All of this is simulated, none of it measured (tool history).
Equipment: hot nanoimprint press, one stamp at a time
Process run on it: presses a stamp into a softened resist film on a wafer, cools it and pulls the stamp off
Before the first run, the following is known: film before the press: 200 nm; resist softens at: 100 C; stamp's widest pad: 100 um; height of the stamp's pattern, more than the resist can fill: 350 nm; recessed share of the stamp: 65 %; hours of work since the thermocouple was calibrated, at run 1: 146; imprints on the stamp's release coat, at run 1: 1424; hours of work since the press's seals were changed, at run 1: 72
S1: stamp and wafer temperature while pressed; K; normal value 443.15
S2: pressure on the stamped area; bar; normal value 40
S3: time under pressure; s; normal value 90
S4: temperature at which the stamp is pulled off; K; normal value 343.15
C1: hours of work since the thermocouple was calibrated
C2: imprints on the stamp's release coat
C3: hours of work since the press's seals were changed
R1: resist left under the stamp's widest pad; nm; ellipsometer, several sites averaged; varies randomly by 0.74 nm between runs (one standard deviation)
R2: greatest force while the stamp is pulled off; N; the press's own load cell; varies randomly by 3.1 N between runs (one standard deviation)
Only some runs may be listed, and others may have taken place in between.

| run | hour | S1 | S2 | S3 | S4 | C1 | C2 | C3 | R1 | R2 |
|---|---|---|---|---|---|---|---|---|---|---|
| 1 | 0 | 443.15 | 40 | 90 | 343.15 | 146 | 1424 | 72 | 90.9 | 151 |
| 2 | 17 | 443.15 | 40 | 90 | 343.15 | 153 | 1454 | 79 | 91.6 | 148 |
| 3 | 27.5 | 455.15 | 40 | 90 | 343.15 | 157 | 1472 | 84 | 60.8 | 143 |
| 4 | 46.1 | 443.15 | 40 | 90 | 343.15 | 165 | 1505 | 91 | 92 | 146 |
| 5 | 54.2 | 443.15 | 40 | 90 | 343.15 | 168 | 1519 | 94 | 91 | 148 |
| 6 | 70 | 439.15 | 40 | 90 | 343.15 | 174 | 1547 | 101 | 105 | 147 |
| 7 | 88.5 | 443.15 | 60 | 90 | 343.15 | 182 | 1580 | 108 | 73.1 | 148 |
| 8 | 100.9 | 443.15 | 60 | 90 | 343.15 | 187 | 1602 | 113 | 73.5 | 148 |
| 9 | 120.3 | 443.15 | 40 | 90 | 343.15 | 195 | 1636 | 121 | 91 | 149 |
|  | 140.9 | stamp cleaned and given a new release coat |
| 10 | 144.8 | 443.15 | 40 | 90 | 343.15 | 202 | 7 | 129 | 89.3 | 151 |
| 11 | 153.6 | 443.15 | 40 | 90 | 343.15 | 206 | 23 | 132 | 91.8 | 148 |
| 12 | 167.3 | 443.15 | 40 | 90 | 343.15 | 211 | 47 | 138 | 90.3 | 143 |
| 13 | 180.3 | 443.15 | 40 | 90 | 331.15 | 217 | 70 | 143 | 90 | 184 |
| 14 | 197.5 | 443.15 | 40 | 90 | 331.15 | 224 | 100 | 150 | 91.9 | 188 |
| 15 | 208.7 | 443.15 | 40 | 90 | 331.15 | 228 | 120 | 155 | 93.2 | 183 |
| 16 | 226.8 | 443.15 | 40 | 90 | 331.15 | 236 | 152 | 162 | 91.2 | 188 |
| 17 | 239.9 | 434.15 | 40 | 90 | 343.15 | 241 | 175 | 167 | 123.5 | 152 |
| 18 | 258.2 | 443.15 | 37.7 | 94 | 345.15 | 248 | 207 | 175 | 92.5 | 136 |
| 19 | 267.2 | 443.15 | 37.7 | 94 | 345.15 | 252 | 223 | 178 | 93.2 | 140 |
| 20 | 279.1 | 455.15 | 40 | 108 | 343.15 | 257 | 245 | 183 | 55.2 | 151 |
| 21 | 288.3 | 455.15 | 40 | 108 | 345.15 | 260 | 261 | 187 | 56.3 | 133 |
| 22 | 304.8 | 455.15 | 40 | 108 | 345.15 | 267 | 290 | 194 | 56.6 | 140 |
| 23 | 319.4 | 442.15 | 40 | 48 | 350.15 | 273 | 316 | 199 | 114.6 | 124 |
| 24 | 332 | 453.15 | 40 | 152 | 350.15 | 278 | 338 | 205 | 52.1 | 123 |
| 25 | 350.7 | 453.15 | 33.9 | 85 | 344.15 | 286 | 371 | 212 | 72.6 | 146 |
| 26 | 359.6 | 443.15 | 43.7 | 115 | 343.15 | 289 | 387 | 216 | 78.9 | 144 |
| 27 | 377.7 | 455.15 | 27.9 | 86 | 346.15 | 297 | 419 | 223 | 75.8 | 137 |
| 28 | 392.3 | 443.15 | 43.4 | 68 | 343.15 | 303 | 445 | 229 | 94.7 | 148 |
| 29 | 401.3 | 443.15 | 27.1 | 69 | 343.15 | 306 | 461 | 233 | 118 | 143 |

Estimate the outcome of run 30 from the log above:
| 30 | 416.5 | 443.15 | 40 | 77 | 343.15 | 312 | 487 | 239 | ? | ? |

Logged for run 30: R1 96.4 nm, R2 143 N.
If the tool had no hidden condition, the same run with the same run-to-run variation would have returned R1 96.6 nm, R2 143 N.

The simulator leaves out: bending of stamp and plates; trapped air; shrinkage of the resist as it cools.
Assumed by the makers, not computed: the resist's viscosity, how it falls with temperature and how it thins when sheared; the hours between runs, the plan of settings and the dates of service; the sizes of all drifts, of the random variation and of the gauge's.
